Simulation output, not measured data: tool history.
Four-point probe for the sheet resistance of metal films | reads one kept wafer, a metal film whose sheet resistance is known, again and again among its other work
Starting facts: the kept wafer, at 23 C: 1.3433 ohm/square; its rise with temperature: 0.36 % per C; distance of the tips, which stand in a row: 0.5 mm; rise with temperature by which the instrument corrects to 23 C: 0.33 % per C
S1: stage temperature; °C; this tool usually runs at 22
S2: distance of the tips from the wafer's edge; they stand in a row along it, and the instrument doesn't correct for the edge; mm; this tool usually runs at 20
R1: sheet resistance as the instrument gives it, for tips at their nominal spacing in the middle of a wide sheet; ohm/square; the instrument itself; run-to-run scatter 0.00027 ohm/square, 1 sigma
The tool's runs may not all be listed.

run 1 hour=0.0 | S1=22 S2=20 | R1=1.343364
run 2 hour=50.3 | S1=22 S2=20 | R1=1.343211
-- hour=89.2 stage's thermometer calibrated
run 3 hour=104.8 | S1=22 S2=20 | R1=1.343514
run 4 hour=154.2 | S1=22 S2=20 | R1=1.343231
run 5 hour=214.1 | S1=27 S2=20 | R1=1.344749
-- hour=232.1 new probe head fitted
run 6 hour=257.9 | S1=27 S2=20 | R1=1.345727
run 7 hour=298.1 | S1=22 S2=20 | R1=1.343009
run 8 hour=351.3 | S1=22 S2=20 | R1=1.343101
run 9 hour=407.1 | S1=22 S2=20 | R1=1.343445
run 10 hour=458.9 | S1=22 S2=20 | R1=1.343501
run 11 hour=522.6 | S1=22 S2=20 | R1=1.343446
run 12 hour=572.7 | S1=22 S2=20 | R1=1.343327
run 13 hour=626.8 | S1=21 S2=23 | R1=1.342972
run 14 hour=683.5 | S1=31 S2=3 | R1=1.365833
run 15 hour=717.1 | S1=31 S2=3 | R1=1.366256
run 16 hour=778.0 | S1=25 S2=20 | R1=1.344348
run 17 hour=831.4 | S1=22 S2=12 | R1=1.344754
run 18 hour=897.0 | S1=22 S2=12 | R1=1.344418
run 19 hour=940.3 | S1=34 S2=19 | R1=1.347687
run 20 hour=993.6 | S1=21 S2=3 | R1=1.362155
run 21 hour=1023.6 | S1=23 S2=23 | R1=1.343863
run 22 hour=1089.3 | S1=21 S2=7 | R1=1.346656
run 23 hour=1155.2 | S1=21 S2=7 | R1=1.346542

What if the next run were any one of these 3? Each begins from the tool's condition after run 23:
run A hour=1191.7 | S1=22 S2=5 | R1=?
run B hour=1191.7 | S1=24 S2=6 | R1=?
run C hour=1191.7 | S1=20 S2=10 | R1=?

run=A R1=1.349939
run=B R1=1.348932
run=C R1=1.344284
With the hidden condition removed and each run's random variation left untouched, the same runs would have given:
run=A R1=1.349833
run=B R1=1.348827
run=C R1=1.344179

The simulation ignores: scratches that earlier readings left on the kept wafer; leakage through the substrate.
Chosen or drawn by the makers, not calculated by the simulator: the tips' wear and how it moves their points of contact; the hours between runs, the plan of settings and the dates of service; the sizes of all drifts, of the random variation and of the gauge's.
